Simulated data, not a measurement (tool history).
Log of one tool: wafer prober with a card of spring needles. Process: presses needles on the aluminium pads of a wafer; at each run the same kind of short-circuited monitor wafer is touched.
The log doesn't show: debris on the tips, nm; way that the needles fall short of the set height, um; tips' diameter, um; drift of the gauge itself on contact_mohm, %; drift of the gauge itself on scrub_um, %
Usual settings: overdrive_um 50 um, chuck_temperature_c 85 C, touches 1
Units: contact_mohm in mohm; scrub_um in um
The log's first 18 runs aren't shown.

run   hour  overdrive_um  chuck_temperature_c  touches  touches since the tips were cleaned  cleanings since the card got new needles  touches since the first contact's height was set  contact_mohm  scrub_um
     287.2  -- tips cleaned on abrasive film
 19  296.2            57                   31        1                                 5408                                        34                                             13995           243     13.08
       299  -- tips cleaned on abrasive film
 20  308.8            47                   31        1                                 5864                                        35                                             21490           246     10.83
     310.2  -- tips cleaned on abrasive film
     322.6  -- tips cleaned on abrasive film
 21  330.9            47                   31        1                                 5002                                        37                                             34617           245     10.82
       334  -- tips cleaned on abrasive film
     346.8  -- tips cleaned on abrasive film
 22  346.8            47                   31        1                                    0                                        39                                             44037           245     10.81
     357.1  -- gauge calibrated
     358.2  -- tips cleaned on abrasive film
 23  365.5            67                   85        3                                 4370                                        40                                             55190           254     15.05
     370.8  -- tips cleaned on abrasive film
 24  379.5            50                   62        1                                 5202                                        41                                             63546           256     11.27
     382.1  -- tips cleaned on abrasive film
     393.9  -- tips cleaned on abrasive film
 25  394.3            50                   62        1                                  244                                        43                                             72283           251      11.3
     406.2  -- tips cleaned on abrasive film
 26  412.1            50                   62        1                                 3540                                        44                                             82905           254     11.32
     418.5  -- tips cleaned on abrasive film
 27  428.8            50                   62        1                                 6187                                        45                                             92851           252     11.29
     430.9  -- tips cleaned on abrasive film
 28  440.4            50                   31        1                                 5745                                        46                                             99796           244      11.3
     442.4  -- tips cleaned on abrasive film
     453.5  -- tips cleaned on abrasive film
 29  457.8            50                   31        1                                 2578                                        48                                            110071           245     11.32
     464.6  -- tips cleaned on abrasive film
 30  468.2            50                  110        2                                 2178                                        49                                            116293           269     11.35
     475.6  -- tips cleaned on abrasive film
     486.9  -- tips cleaned on abrasive film
 31  487.5            50                  110        2                                  357                                        51                                            127712           267     11.33
     498.4  -- tips cleaned on abrasive film
 32  498.9            50                  110        2                                  302                                        52                                            134502           264     11.39

4 ways to go on from here, each from the tool as it stands after run 32. What would each give?
     509.3  -- tips cleaned on abrasive film
  A  513.1            34                  106        3                                 2253                                        53                                            142939             ?         ?
     509.3  -- tips cleaned on abrasive film
  B  513.1            53                  110        2                                 2253                                        53                                            142939             ?         ?
     509.3  -- tips cleaned on abrasive film
  C  513.1            50                   34        2                                 2253                                        53                                            142939             ?         ?
     509.3  -- tips cleaned on abrasive film
  D  513.1            50                   69        1                                 2253                                        53                                            142939             ?         ?

run  contact_mohm  scrub_um
  A           270      7.78
  B           266     12.03
  C           248     11.38
  D           256     11.39
Without the tool's hidden state the same runs would have given:
run  contact_mohm  scrub_um
  A           270      7.69
  B           266      11.9
  C           248     11.25
  D           256     11.26
